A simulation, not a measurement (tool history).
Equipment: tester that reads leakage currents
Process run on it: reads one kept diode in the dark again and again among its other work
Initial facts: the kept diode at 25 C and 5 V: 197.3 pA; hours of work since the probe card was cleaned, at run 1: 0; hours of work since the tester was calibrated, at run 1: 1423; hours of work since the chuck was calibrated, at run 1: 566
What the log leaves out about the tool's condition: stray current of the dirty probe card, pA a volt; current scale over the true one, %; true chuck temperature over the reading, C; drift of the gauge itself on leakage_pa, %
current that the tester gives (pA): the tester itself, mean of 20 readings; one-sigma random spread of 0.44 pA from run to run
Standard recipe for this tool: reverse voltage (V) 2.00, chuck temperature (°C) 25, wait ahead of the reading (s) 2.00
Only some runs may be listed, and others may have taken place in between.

run,hour,reverse voltage (V),chuck temperature (°C),wait ahead of the reading (s),hours of work since the probe card was cleaned,hours of work since the tester was calibrated,hours of work since the chuck was calibrated,current that the tester gives (pA)
1,0.0,2.00,25,2.00,0,1423,566,150.35
2,64.3,5.94,25,2.00,48,1471,614,219.66
3,166.5,2.00,25,4.60,125,1548,691,151.30
4,292.3,2.00,25,4.60,220,1642,785,151.67
# hour 358.4: chuck's temperature calibrated
5,408.0,2.00,25,4.60,305,1728,37,147.19
6,502.1,10.60,25,4.60,376,1799,108,265.30
7,625.3,10.60,25,4.60,468,1891,201,267.64
8,726.4,10.60,25,4.60,544,1967,277,269.65
9,818.0,6.78,25,2.00,613,2036,345,232.82
10,886.6,2.00,25,2.00,665,2088,397,150.71
11,982.0,2.00,25,2.00,737,2159,469,152.28
12,1096.1,2.00,25,2.00,822,2245,554,154.40
13,1161.1,2.00,25,2.00,871,2294,603,154.52
14,1237.1,2.00,32,2.00,928,2351,660,289.24
15,1314.5,2.00,32,2.00,987,2409,719,292.86
16,1425.0,1.82,25,2.00,1070,2492,802,151.91
# hour 1471.3: chuck's temperature calibrated
17,1481.6,2.00,25,0.75,1111,2533,8,149.01
18,1598.0,2.00,25,0.75,1198,2621,95,150.57
19,1693.4,2.00,25,0.75,1270,2692,167,152.05
20,1795.3,2.00,25,0.75,1346,2769,244,151.82
21,1859.1,1.06,34,4.45,1394,2817,292,272.80
22,1976.7,1.06,34,4.45,1483,2905,380,272.98
23,2041.9,1.06,34,4.45,1532,2954,429,274.17
# hour 2145.0: probe card cleaned and baked
24,2157.1,3.04,45,2.80,9,3039,513,1000.70
25,2221.3,3.04,45,2.80,57,3087,561,998.83
26,2305.6,3.04,45,2.80,121,3150,625,1002.47
27,2399.5,2.69,25,2.07,191,3221,695,169.33
28,2478.9,7.92,37,1.57,251,3281,755,721.03
29,2532.9,3.28,48,1.68,292,3321,796,1323.29
# hour 2586.8: chuck's temperature calibrated
30,2592.8,12.65,28,1.09,335,3365,4,368.96
31,2703.6,12.65,28,1.09,418,3448,88,372.96
32,2776.0,12.65,28,1.09,473,3502,142,375.53
# hour 2800.3: tester calibrated
33,2865.0,2.22,56,2.00,538,49,208,2088.40
34,2969.4,1.98,25,0.43,617,127,286,149.94
35,3028.5,3.09,33,0.33,661,172,330,358.88
36,3110.1,2.72,25,2.00,722,233,392,167.50
37,3171.0,4.20,42,0.40,768,279,438,864.85
38,3261.1,4.20,42,0.40,836,346,505,869.64
39,3321.2,4.20,42,0.40,881,392,550,867.82

Forecast each of these 3 alternatives for the next run:
A,3438.0,4.20,45,5.24,969,479,638,?
B,3438.0,5.53,29,2.73,969,479,638,?
C,3438.0,4.20,41,2.24,969,479,638,?

run,current that the tester gives (pA)
A,1112.86
B,314.12
C,803.47
Without the tool's hidden state the same runs would have given:
run,current that the tester gives (pA)
A,1069.25
B,296.24
C,770.11

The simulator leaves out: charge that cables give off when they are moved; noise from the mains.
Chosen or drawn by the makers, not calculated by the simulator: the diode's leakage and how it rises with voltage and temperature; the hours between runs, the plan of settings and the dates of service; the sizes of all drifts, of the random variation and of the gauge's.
